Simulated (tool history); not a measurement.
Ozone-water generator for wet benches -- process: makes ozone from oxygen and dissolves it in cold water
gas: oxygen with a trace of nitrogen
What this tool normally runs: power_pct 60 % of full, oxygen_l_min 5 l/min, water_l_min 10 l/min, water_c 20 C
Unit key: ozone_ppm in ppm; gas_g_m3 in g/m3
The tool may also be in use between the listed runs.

run	hour	power_pct	oxygen_l_min	water_l_min	water_c	ozone_ppm	gas_g_m3
1	0	60	5	10	20	22.7	152.2
2	47.6	60	5	10	20	22.7	152.8
3	101.2	60	5	10	20	22.7	155.4
4	126.6	60	5	10	20	22.7	153.3
5	153.5	60	5	10	20	22.4	152.3
6	209.2	60	5.85	10	20	22.1	140
7	232.4	60	5.85	10	20	21.8	139.9
8	272.1	60	5.85	10	20	21.9	139.2
9	299.6	60	5	7	20	27	153.8
10	345.7	68	5	10	20	25	167.7
11	369.6	68	5	10	20	24.7	168.6
12	420.3	68	5	10	20	25.1	169
13	454.6	60	5	14	20	18.2	155.5
14	501.6	60	5	14	20	18.5	154.6
15	552.7	60	5	10	20	22.7	153.8
16	584.9	86	5	10	20	29.1	199.1
17	607.3	86	5	10	20	29.3	197.5
18	642.1	75	4.38	13	13	26	193.6
19	697	60	5	8	16	27.5	152.8
20	724	71	7.93	8	16	27.5	131.4
21	774.1	60	5	8	15	28.2	153.8
22	817.2	60	5	8	15	28	155.6
23	869.7	60	5.51	11	20	20.8	145
24	918.2	90	5.51	11	20	27.8	192.1
25	949.4	90	5.51	11	20	27.9	193.4
26	996.8	90	5.51	11	20	27.7	193.6
27	1038.1	48	5.51	11	14	20.2	124.3
28	1070.4	48	5.51	11	26	15.8	123.7
29	1094.6	48	5.51	11	26	15.8	124.9
30	1142.8	76	5	7	16	34.6	182.2
31	1185.2	76	5	7	16	34.6	179.7
32	1219	60	5	7	22	25.7	155
33	1263.7	60	5	7	22	26	154.6

Below are 3 alternative next runs, each starting from the tool's condition after run 33. Predict each:
A	1303.3	60	5.91	7	22	?	?
B	1303.3	70	5	9	20	?	?
C	1303.3	60	6.97	10	20	?	?

run	ozone_ppm	gas_g_m3
A	24.2	138.9
B	26.7	171.8
C	21	127
What these runs would have given with no unlogged condition in the tool:
run	ozone_ppm	gas_g_m3
A	24.2	139
B	26.8	171.9
C	21	127.1

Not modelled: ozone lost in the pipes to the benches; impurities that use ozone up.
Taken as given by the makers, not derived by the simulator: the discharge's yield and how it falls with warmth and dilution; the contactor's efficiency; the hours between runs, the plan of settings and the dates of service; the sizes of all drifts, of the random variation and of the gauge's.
